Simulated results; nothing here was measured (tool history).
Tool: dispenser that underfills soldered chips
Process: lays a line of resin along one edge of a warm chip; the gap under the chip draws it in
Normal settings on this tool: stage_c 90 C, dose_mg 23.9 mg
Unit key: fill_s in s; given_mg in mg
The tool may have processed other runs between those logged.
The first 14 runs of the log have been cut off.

run   hour  stage_c  dose_mg  hours of work since the syringe was changed  hours of work since the valve was cleaned  hours of work since the stage was calibrated  fill_s  given_mg
     126.9  -- new syringe of resin
       136  -- new syringe of resin
       137  -- dispensing valve cleaned and set on the balance
 15  138.2       90     23.9                                            1                                          1                                            91    77.6     23.82
       146  -- new syringe of resin
 16  148.7       90     23.9                                            2                                          7                                            97    82.9     23.81
     155.2  -- new syringe of resin
 17  161.7       90     23.9                                            4                                         16                                           106     101     23.75
     163.9  -- new syringe of resin
     172.8  -- new syringe of resin
 18  174.4       93     21.2                                            1                                         24                                           114    72.3     20.76
     181.8  -- new syringe of resin
 19  188.2       80     29.1                                            4                                         32                                           122     137     28.32
     191.3  -- new syringe of resin
 20  196.7       80     29.1                                            4                                         38                                           128   132.2     27.99
     200.5  -- new syringe of resin
 21    205       80     29.1                                            3                                         43                                           133   123.8     28.06
     209.8  -- new syringe of resin
 22  216.4       80     29.1                                            4                                         50                                           140   141.8     27.88
     218.8  -- new syringe of resin
     228.4  -- new syringe of resin
 23  229.5      100     29.1                                            1                                         58                                           148    53.7     27.48
     237.6  -- new syringe of resin
 24  238.4      100     29.1                                            1                                         64                                           154    53.5     27.26
     246.5  -- new syringe of resin
 25  250.2       88     29.1                                            2                                         71                                           161    89.8     27.21
     255.3  -- new syringe of resin
 26  258.5       92     30.9                                            2                                         77                                           167    77.7     28.55
     264.3  -- new syringe of resin
 27  269.9       92     30.9                                            4                                         84                                           174    88.8     28.44
     273.2  -- new syringe of resin
       282  -- new syringe of resin
 28    284       92     30.9                                            1                                         93                                           183    73.1     28.16
       291  -- new syringe of resin
 29  296.4       94     29.3                                            4                                        100                                           191    81.4     26.36
     299.8  -- new syringe of resin
 30  303.4      101     20.5                                            2                                        105                                           195    67.4     18.57
     308.9  -- new syringe of resin
 31  312.2       84     25.7                                            2                                        110                                           200   105.8     23.15
     317.7  -- new syringe of resin
 32  325.9       97     20.9                                            5                                        119                                           209    94.8     18.68
       327  -- new syringe of resin
     335.7  -- new syringe of resin
 33  339.2       97     28.9                                            2                                        127                                           217    68.3     25.54

Here are 3 independent what-if runs from the current tool condition. What would each one return?
     345.4  -- new syringe of resin
     346.4  -- dispensing valve cleaned and set on the balance
  A  351.3       82     23.9                                            3                                          3                                           224       ?         ?
     345.4  -- new syringe of resin
     346.4  -- dispensing valve cleaned and set on the balance
  B  351.3       90     28.9                                            3                                          3                                           224       ?         ?
     345.4  -- new syringe of resin
     346.4  -- dispensing valve cleaned and set on the balance
  C  351.3      100     22.1                                            3                                          3                                           224       ?         ?

run  fill_s  given_mg
  A   122.6      23.8
  B    88.8     28.93
  C    68.7     22.16
With no hidden state in the tool, these same runs would have given:
run  fill_s  given_mg
  A    96.1     23.89
  B    69.6     29.04
  C    53.6     22.24
